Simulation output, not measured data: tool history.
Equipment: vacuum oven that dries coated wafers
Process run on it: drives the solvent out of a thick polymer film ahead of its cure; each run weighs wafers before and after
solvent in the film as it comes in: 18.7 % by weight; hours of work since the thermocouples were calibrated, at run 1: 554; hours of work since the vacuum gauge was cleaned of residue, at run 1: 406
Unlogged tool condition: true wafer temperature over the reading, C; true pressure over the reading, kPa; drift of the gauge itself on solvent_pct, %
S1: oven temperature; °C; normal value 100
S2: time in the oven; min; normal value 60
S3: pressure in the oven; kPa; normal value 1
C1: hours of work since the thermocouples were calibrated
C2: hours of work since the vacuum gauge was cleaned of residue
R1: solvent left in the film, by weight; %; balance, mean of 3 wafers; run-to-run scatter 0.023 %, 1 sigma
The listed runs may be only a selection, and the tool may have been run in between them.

Run 1, hour 0: usual settings; C1 554; C2 406. Result: R1 0.74 %.
Run 2, hour 25.4: usual settings; C1 566; C2 418. Result: R1 0.78 %.
Run 3, hour 44.7: usual settings; C1 575; C2 427. Result: R1 0.77 %.
Run 4, hour 57.8: usual settings; C1 581; C2 434. Result: R1 0.81 %.
Run 5, hour 82.1: usual settings but S1 104 °C; C1 592; C2 445. Result: R1 0.45 %.
Run 6, hour 95.4: usual settings but S1 104 °C; C1 599; C2 451. Result: R1 0.48 %.
Run 7, hour 118.8: usual settings but S1 104 °C; C1 610; C2 462. Result: R1 0.48 %.
Run 8, hour 139.1: usual settings but S3 1.54 kPa; C1 619; C2 472. Result: R1 0.99 %.
Run 9, hour 153.2: usual settings; C1 626; C2 478. Result: R1 0.8 %.
Run 10, hour 164.5: usual settings; C1 631; C2 484. Result: R1 0.78 %.
Run 11, hour 182.2: usual settings but S1 104 °C; C1 639; C2 492. Result: R1 0.49 %.
Run 12, hour 199.1: usual settings but S3 2.11 kPa; C1 647; C2 500. Result: R1 1.15 %.
Run 13, hour 219.4: usual settings; C1 657; C2 509. Result: R1 0.75 %.
Run 14, hour 234.8: usual settings; C1 664; C2 517. Result: R1 0.75 %.
Run 15, hour 260.4: usual settings; C1 676; C2 529. Result: R1 0.78 %.
Run 16, hour 284.3: usual settings but S1 92 °C; C1 687; C2 540. Result: R1 2.21 %.
Run 17, hour 307.8: usual settings; C1 698; C2 551. Result: R1 0.79 %.
Run 18, hour 318.2: usual settings; C1 703; C2 556. Result: R1 0.75 %.
Run 19, hour 341.7: usual settings but S2 55 min; C1 714; C2 567. Result: R1 0.88 %.
Run 20, hour 363.8: usual settings but S3 1.11 kPa; C1 724; C2 577. Result: R1 0.83 %.
Run 21, hour 386.2: usual settings; C1 735; C2 588. Result: R1 0.8 %.
Run 22, hour 397.4: usual settings; C1 740; C2 593. Result: R1 0.77 %.
Run 23, hour 412.7: usual settings; C1 747; C2 600. Result: R1 0.71 %.
Run 24, hour 433.7: usual settings; C1 757; C2 610. Result: R1 0.8 %.
Run 25, hour 451.8: usual settings; C1 766; C2 618. Result: R1 0.8 %.
Run 26, hour 465.5: usual settings but S1 106 °C, S2 31 min, S3 0.64 kPa; C1 772; C2 625. Result: R1 1.04 %.
Run 27, hour 490.9: usual settings but S1 105 °C, S2 32 min, S3 1.32 kPa; C1 784; C2 637. Result: R1 1.34 %.
Run 28, hour 513.4: usual settings but S1 92 °C, S2 104 min, S3 1.76 kPa; C1 795; C2 647. Result: R1 1.27 %.
Run 29, hour 529.3: usual settings but S1 109 °C, S2 54 min, S3 3.83 kPa; C1 802; C2 655. Result: R1 1.06 %.
Run 30, hour 554: usual settings but S1 115 °C; C1 814; C2 666. Result: R1 0.3 %.
Run 31, hour 576.3: usual settings but S1 115 °C; C1 824; C2 677. Result: R1 0.29 %.
Run 32, hour 591.4: usual settings but S1 99 °C, S2 90 min, S3 3.08 kPa; C1 831; C2 684. Result: R1 1.28 %.
Run 33, hour 609.3: usual settings but S1 99 °C, S2 90 min, S3 3.08 kPa; C1 840; C2 692. Result: R1 1.29 %.
Run 34, hour 624: usual settings but S1 111 °C, S2 59 min, S3 1.29 kPa; C1 846; C2 699. Result: R1 0.39 %.
Run 35, hour 645.5: usual settings but S1 111 °C, S2 59 min, S3 1.29 kPa; C1 857; C2 709. Result: R1 0.36 %.
Run 36, hour 663.9: usual settings but S1 111 °C, S2 59 min, S3 1.29 kPa; C1 865; C2 718. Result: R1 0.34 %.
Run 37, hour 682.4: usual settings but S1 111 °C, S2 59 min, S3 1.29 kPa; C1 874; C2 726. Result: R1 0.4 %.
Run 38, hour 705.7: usual settings but S1 90 °C, S2 79 min, S3 1.86 kPa; C1 885; C2 737. Result: R1 2.1 %.
Run 39, hour 728.5: usual settings but S1 90 °C, S2 79 min, S3 1.86 kPa; C1 895; C2 748. Result: R1 2.11 %.
Run 40, hour 748.2: usual settings but S1 90 °C, S2 79 min, S3 1.86 kPa; C1 905; C2 757. Result: R1 2.11 %.
Run 41, hour 766.7: usual settings but S1 98 °C, S2 58 min, S3 1.51 kPa; C1 913; C2 766. Result: R1 1.24 %.
Run 42, hour 786.3: usual settings but S1 98 °C, S2 58 min, S3 1.51 kPa; C1 922; C2 775. Result: R1 1.23 %.
Run 43, hour 802.5: usual settings but S1 98 °C, S2 58 min, S3 1.51 kPa; C1 930; C2 783. Result: R1 1.23 %.
Run 44, hour 816.4: usual settings but S1 98 °C, S2 58 min, S3 1.51 kPa; C1 937; C2 789. Result: R1 1.19 %.
Run 45, hour 834.2: usual settings but S2 43 min, S3 2.72 kPa; C1 945; C2 798. Result: R1 1.9 %.
Run 46, hour 854.5: usual settings but S1 112 °C, S2 48 min; C1 955; C2 807. Result: R1 0.34 %.
Run 47, hour 865.8: usual settings but S1 109 °C, S3 2.19 kPa; C1 960; C2 812. Result: R1 0.66 %.

Some steps in R1, run to run, broken into two amounts with sign: the step expected even without the hidden condition (settings, incoming material, random variation), and the rest, left for the hidden condition together with whatever gauge scatter is not in both the measured and the hidden-condition-free result:
Run 15 -> 16: S1 100 -> 92. R1 +1.43 %: hidden state -0.28, all else +1.71.
Run 37 -> 38: S1 111 -> 90, S2 59 -> 79, S3 1.29 -> 1.86. R1 +1.7 %: hidden state -0.44, all else +2.14.
Run 45 -> 46: S1 100 -> 112, S2 43 -> 48, S3 2.72 -> 1. R1 -1.56 %: hidden state +0.42, all else -1.98.
